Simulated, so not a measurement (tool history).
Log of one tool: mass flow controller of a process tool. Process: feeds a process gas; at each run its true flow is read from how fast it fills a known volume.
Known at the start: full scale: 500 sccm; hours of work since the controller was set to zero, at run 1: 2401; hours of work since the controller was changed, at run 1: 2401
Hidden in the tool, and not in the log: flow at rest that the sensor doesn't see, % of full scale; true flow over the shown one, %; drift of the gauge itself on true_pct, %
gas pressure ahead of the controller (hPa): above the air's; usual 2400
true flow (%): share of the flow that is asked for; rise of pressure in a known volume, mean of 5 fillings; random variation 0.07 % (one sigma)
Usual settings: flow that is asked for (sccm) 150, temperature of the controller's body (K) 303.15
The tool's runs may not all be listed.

run,hour,flow that is asked for (sccm),gas pressure ahead of the controller (hPa),temperature of the controller's body (K),hours of work since the controller was set to zero,hours of work since the controller was changed,true flow (%)
1,0.0,150,2400,303.15,2401,2401,98.60
2,49.4,150,2400,303.15,2422,2422,98.67
3,146.9,150,2400,303.15,2464,2464,98.79
4,235.5,150,2400,303.15,2503,2503,98.69
5,341.0,150,2730,303.15,2548,2548,98.80
6,445.7,150,2730,303.15,2593,2593,98.85
7,502.5,150,1580,303.15,2618,2618,99.26
8,581.4,150,2400,303.15,2652,2652,98.99
9,692.4,150,2400,303.15,2700,2700,99.25
10,760.1,150,2400,303.15,2729,2729,99.22
11,839.6,75,2400,303.15,2763,2763,99.09
12,943.0,150,2400,303.15,2808,2808,99.16
13,1027.5,150,1770,303.15,2844,2844,99.72
14,1124.6,150,2400,308.15,2886,2886,98.80
15,1182.3,62,2400,308.15,2911,2911,98.66
16,1289.4,62,2400,308.15,2957,2957,98.67
17,1403.1,62,2400,308.15,3006,3006,98.95
18,1453.8,62,2400,308.15,3028,3028,98.89
19,1561.1,62,2400,308.15,3074,3074,98.98
20,1612.6,62,2400,308.15,3097,3097,98.99
# hour 1705.0: gauge calibrated
21,1707.1,88,2330,308.15,3137,3137,97.92
22,1816.7,88,2330,308.15,3185,3185,97.98
23,1906.2,487,2700,299.15,3223,3223,99.77
24,1970.3,179,2750,312.15,3251,3251,97.77
25,2041.6,179,2740,313.15,3282,3282,97.71
26,2143.6,179,2740,313.15,3326,3326,97.76
27,2207.7,150,2400,295.15,3353,3353,100.05
28,2258.4,197,2320,304.15,3375,3375,99.12
29,2356.0,129,2320,309.15,3417,3417,98.41
30,2410.3,88,1930,309.15,3441,3441,98.47
31,2474.3,88,1930,309.15,3468,3468,98.40
32,2564.3,245,2400,303.15,3507,3507,99.33
33,2640.0,85,1400,303.15,3540,3540,99.36
34,2748.4,394,2270,303.15,3587,3587,99.83
# hour 2789.0: gauge calibrated
35,2851.5,133,2400,295.15,3631,3631,99.59
36,2965.8,133,2400,295.15,3680,3680,99.71
37,3075.2,150,2400,303.15,3728,3728,98.84
38,3155.7,79,1570,301.15,3762,3762,99.14
39,3270.5,150,2400,309.15,3812,3812,98.16

3 ways to go on from here, each from the tool as it stands after run 39. What would each give?
A,3345.9,150,2400,311.15,3844,3844,?
B,3345.9,176,2650,304.15,3844,3844,?
C,3345.9,187,2530,297.15,3844,3844,?

run,true flow (%)
A,97.99
B,98.86
C,99.81
Without the tool's hidden state the same runs would have given:
run,true flow (%)
A,97.60
B,98.47
C,99.41

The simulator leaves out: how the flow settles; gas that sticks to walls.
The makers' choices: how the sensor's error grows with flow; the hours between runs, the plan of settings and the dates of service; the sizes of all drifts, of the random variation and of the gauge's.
